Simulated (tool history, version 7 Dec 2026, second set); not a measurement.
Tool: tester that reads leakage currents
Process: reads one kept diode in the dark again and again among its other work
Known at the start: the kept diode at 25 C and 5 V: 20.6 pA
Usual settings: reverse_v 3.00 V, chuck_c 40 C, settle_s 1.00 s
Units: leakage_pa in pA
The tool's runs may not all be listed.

run,hour,reverse_v,chuck_c,settle_s,leakage_pa
1,0.0,3.00,40,1.00,58.75
2,61.6,4.72,40,1.00,71.45
3,148.3,3.00,40,1.00,59.02
4,243.5,3.00,26,1.00,23.28
5,302.0,3.00,26,1.00,23.47
6,362.6,3.00,40,0.66,59.99
7,440.3,3.00,40,0.66,60.25
8,535.9,1.45,40,1.00,44.59
9,585.8,19.31,40,1.00,135.47
10,680.9,19.31,40,1.00,135.25
# hour 726.4: chuck's temperature calibrated
11,730.5,3.00,40,0.63,54.37
12,815.9,3.00,40,0.63,55.10
13,910.1,10.68,40,1.00,94.86

Forecast run 14:
14,949.6,1.24,44,1.00,?

leakage_pa: 50.07 pA
Without the tool's hidden state the same run would have given leakage_pa 47.87 pA.

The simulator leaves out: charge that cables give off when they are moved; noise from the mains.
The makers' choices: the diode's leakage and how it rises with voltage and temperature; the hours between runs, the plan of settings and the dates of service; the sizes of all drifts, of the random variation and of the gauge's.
